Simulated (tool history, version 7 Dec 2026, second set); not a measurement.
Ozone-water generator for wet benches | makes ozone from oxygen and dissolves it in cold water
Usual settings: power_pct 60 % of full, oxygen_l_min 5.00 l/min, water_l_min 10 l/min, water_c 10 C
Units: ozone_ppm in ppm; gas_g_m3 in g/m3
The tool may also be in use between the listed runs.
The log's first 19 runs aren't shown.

| run | hour | power_pct | oxygen_l_min | water_l_min | water_c | hours of work since the electrodes were changed | hours of work since the contactor was cleaned | hours of work since the thermometer was calibrated | ozone_ppm | gas_g_m3 |
|---|---|---|---|---|---|---|---|---|---|---|
| 20 | 447.7 | 59 | 5.00 | 11 | 10 | 1653 | 572 | 3707 | 22.1 | 184.6 |
| 21 | 467.5 | 59 | 6.33 | 10 | 14 | 1672 | 590 | 3726 | 21.1 | 157.9 |
| 22 | 496.7 | 59 | 6.33 | 10 | 14 | 1700 | 618 | 3753 | 21.3 | 157.1 |
| 23 | 523.2 | 68 | 5.63 | 13 | 6 | 1725 | 643 | 3778 | 21.8 | 181.7 |
| 24 | 548.6 | 60 | 5.00 | 6 | 16 | 1749 | 667 | 3802 | 30.2 | 184.0 |
| 25 | 582.7 | 62 | 4.88 | 15 | 5 | 1781 | 700 | 3835 | 18.4 | 187.6 |
| 26 | 603.9 | 62 | 2.88 | 6 | 5 | 1801 | 720 | 3855 | 43.2 | 261.5 |
| 27 | 621.8 | 62 | 2.88 | 6 | 5 | 1818 | 737 | 3872 | 43.4 | 265.1 |
| 28 | 652.2 | 62 | 2.88 | 6 | 5 | 1847 | 766 | 3901 | 43.3 | 263.9 |
| 29 | 667.4 | 62 | 2.88 | 6 | 5 | 1862 | 780 | 3915 | 43.1 | 264.5 |
| 30 | 682.2 | 62 | 2.98 | 6 | 5 | 1876 | 794 | 3929 | 42.6 | 257.4 |
| 31 | 712.0 | 62 | 2.98 | 6 | 5 | 1904 | 822 | 3957 | 42.4 | 260.0 |
| 32 | 734.4 | 62 | 2.98 | 6 | 5 | 1925 | 844 | 3979 | 42.5 | 260.4 |
| 33 | 768.2 | 55 | 5.00 | 7 | 13 | 1957 | 876 | 4011 | 27.2 | 175.6 |

4 ways to go on from here, each from the tool as it stands after run 33. What would each give?
| A | 803.6 | 55 | 5.00 | 7 | 13 | 1991 | 909 | 4044 | ? | ? |
| B | 803.6 | 88 | 4.09 | 9 | 10 | 1991 | 909 | 4044 | ? | ? |
| C | 803.6 | 60 | 5.00 | 8 | 10 | 1991 | 909 | 4044 | ? | ? |
| D | 803.6 | 55 | 5.00 | 10 | 13 | 1991 | 909 | 4044 | ? | ? |

| run | ozone_ppm | gas_g_m3 |
|---|---|---|
| A | 27.4 | 174.6 |
| B | 32.2 | 252.3 |
| C | 27.6 | 180.5 |
| D | 21.5 | 173.9 |
Without the tool's hidden state the same runs would have given:
| run | ozone_ppm | gas_g_m3 |
|---|---|---|
| A | 30.2 | 186.9 |
| B | 36.2 | 275.2 |
| C | 30.6 | 194.1 |
| D | 23.8 | 186.2 |

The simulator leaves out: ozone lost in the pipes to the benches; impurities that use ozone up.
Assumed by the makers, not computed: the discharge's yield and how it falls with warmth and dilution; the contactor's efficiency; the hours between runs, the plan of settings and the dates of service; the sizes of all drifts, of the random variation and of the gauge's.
